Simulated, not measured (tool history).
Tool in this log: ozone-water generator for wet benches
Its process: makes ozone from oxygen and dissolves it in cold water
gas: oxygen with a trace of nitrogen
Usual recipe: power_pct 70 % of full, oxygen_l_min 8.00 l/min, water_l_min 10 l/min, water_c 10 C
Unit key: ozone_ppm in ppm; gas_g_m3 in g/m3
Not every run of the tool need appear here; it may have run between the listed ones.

Run 1, hour 0.0: usual settings. Result: ozone_ppm 33.4 ppm, gas_g_m3 228.4 g/m3.
Run 2, hour 45.0: usual settings. Result: ozone_ppm 33.0 ppm, gas_g_m3 229.3 g/m3.
Run 3, hour 98.1: usual settings. Result: ozone_ppm 32.9 ppm, gas_g_m3 228.0 g/m3.
Run 4, hour 125.7: usual settings but water_l_min 14 l/min. Result: ozone_ppm 25.2 ppm, gas_g_m3 226.9 g/m3.
Run 5, hour 159.3: usual settings but water_l_min 14 l/min. Result: ozone_ppm 25.1 ppm, gas_g_m3 228.8 g/m3.
Run 6, hour 215.5: usual settings but power_pct 55 % of full. Result: ozone_ppm 29.2 ppm, gas_g_m3 201.2 g/m3.
Run 7, hour 277.1: usual settings but power_pct 55 % of full. Result: ozone_ppm 28.9 ppm, gas_g_m3 201.5 g/m3.
Run 8, hour 342.4: usual settings. Result: ozone_ppm 32.8 ppm, gas_g_m3 225.6 g/m3.
Run 9, hour 379.5: usual settings. Result: ozone_ppm 32.8 ppm, gas_g_m3 228.9 g/m3.
Run 10, hour 436.0: usual settings. Result: ozone_ppm 32.6 ppm, gas_g_m3 228.5 g/m3.
Run 11, hour 480.4: usual settings. Result: ozone_ppm 33.1 ppm, gas_g_m3 227.2 g/m3.
At hour 486.9: water thermometer calibrated.
Run 12, hour 517.7: usual settings but power_pct 72 % of full. Result: ozone_ppm 33.0 ppm, gas_g_m3 232.5 g/m3.
Run 13, hour 552.1: usual settings but power_pct 57 % of full. Result: ozone_ppm 29.2 ppm, gas_g_m3 206.0 g/m3.
Run 14, hour 598.0: usual settings but water_c 6 C. Result: ozone_ppm 35.6 ppm, gas_g_m3 229.3 g/m3.
Run 15, hour 652.1: usual settings but water_c 6 C. Result: ozone_ppm 35.3 ppm, gas_g_m3 226.9 g/m3.
At hour 674.7: water thermometer calibrated, once more.
Run 16, hour 687.5: usual settings but water_c 6 C. Result: ozone_ppm 35.7 ppm, gas_g_m3 225.5 g/m3.
Run 17, hour 748.5: usual settings but water_c 6 C. Result: ozone_ppm 35.5 ppm, gas_g_m3 227.9 g/m3.
Run 18, hour 786.3: usual settings but oxygen_l_min 4.48 l/min, water_c 13 C. Result: ozone_ppm 36.5 ppm, gas_g_m3 336.6 g/m3.
Run 19, hour 817.5: usual settings but oxygen_l_min 14.18 l/min, water_c 5 C. Result: ozone_ppm 29.1 ppm, gas_g_m3 152.6 g/m3.
Run 20, hour 867.8: usual settings but power_pct 54 % of full, oxygen_l_min 7.84 l/min, water_l_min 8 l/min, water_c 8 C. Result: ozone_ppm 35.3 ppm, gas_g_m3 199.1 g/m3.
Run 21, hour 929.0: usual settings but power_pct 54 % of full, oxygen_l_min 5.30 l/min, water_l_min 15 l/min, water_c 11 C. Result: ozone_ppm 21.4 ppm, gas_g_m3 260.9 g/m3.
Run 22, hour 994.7: usual settings but power_pct 54 % of full, oxygen_l_min 5.30 l/min, water_l_min 15 l/min, water_c 11 C. Result: ozone_ppm 21.3 ppm, gas_g_m3 259.5 g/m3.
Run 23, hour 1055.1: usual settings but power_pct 54 % of full, oxygen_l_min 5.30 l/min, water_l_min 15 l/min, water_c 11 C. Result: ozone_ppm 21.6 ppm, gas_g_m3 260.4 g/m3.
Run 24, hour 1091.6: usual settings but power_pct 54 % of full, oxygen_l_min 8.58 l/min, water_l_min 9 l/min. Result: ozone_ppm 29.9 ppm, gas_g_m3 187.0 g/m3.
Run 25, hour 1125.0: usual settings but power_pct 54 % of full, oxygen_l_min 8.58 l/min, water_l_min 9 l/min. Result: ozone_ppm 30.1 ppm, gas_g_m3 186.8 g/m3.
Run 26, hour 1166.9: usual settings but power_pct 54 % of full, oxygen_l_min 8.58 l/min, water_l_min 9 l/min. Result: ozone_ppm 29.7 ppm, gas_g_m3 186.7 g/m3.
Run 27, hour 1206.6: usual settings but power_pct 56 % of full, water_l_min 11 l/min, water_c 9 C. Result: ozone_ppm 27.0 ppm, gas_g_m3 199.5 g/m3.
Run 28, hour 1241.8: usual settings but power_pct 56 % of full, oxygen_l_min 8.26 l/min, water_l_min 11 l/min, water_c 12 C. Result: ozone_ppm 25.1 ppm, gas_g_m3 194.7 g/m3.
Run 29, hour 1304.4: usual settings but power_pct 80 % of full, water_c 6 C. Result: ozone_ppm 37.2 ppm, gas_g_m3 240.1 g/m3.
Run 30, hour 1364.7: usual settings but power_pct 49 % of full, oxygen_l_min 7.71 l/min, water_l_min 12 l/min. Result: ozone_ppm 23.2 ppm, gas_g_m3 190.1 g/m3.
Run 31, hour 1413.0: usual settings but power_pct 50 % of full, oxygen_l_min 7.71 l/min, water_l_min 16 l/min, water_c 11 C. Result: ozone_ppm 17.5 ppm, gas_g_m3 193.7 g/m3.
Run 32, hour 1464.9: usual settings but power_pct 76 % of full, oxygen_l_min 5.07 l/min, water_l_min 6 l/min, water_c 11 C. Result: ozone_ppm 55.5 ppm, gas_g_m3 317.1 g/m3.

The logged runs with the hidden state left out (each run's random variation unchanged):
Hidden conditions of the tool in this case: yield of the discharge, % of new electrodes'; contactor's efficiency, % of a clean one's; true water temperature over the reading, C; drift of the gauge itself on ozone_ppm, %; drift of the gauge itself on gas_g_m3, %.
run  ozone_ppm  gas_g_m3
  1       35.7     235.6
  2       35.3     236.7
  3       35.2     235.5
  4       27.1     234.5
  5       27.0     236.6
  6       31.2     207.2
  7       31.0     207.8
  8       35.4     233.9
  9       35.4     237.4
 10       35.3     237.2
 11       36.0     236.0
 12       35.9     241.6
 13       31.7     213.3
 14       38.8     238.4
 15       38.6     236.1
 16       38.9     234.8
 17       38.7     237.6
 18       39.9     351.0
 19       31.8     159.2
 20       38.3     206.6
 21       23.4     271.0
 22       23.4     269.7
 23       23.8     270.8
 24       32.8     194.6
 25       33.0     194.4
 26       32.5     194.4
 27       29.7     208.1
 28       27.8     203.1
 29       41.5     252.9
 30       25.7     197.9
 31       19.5     201.8
 32       61.7     334.5
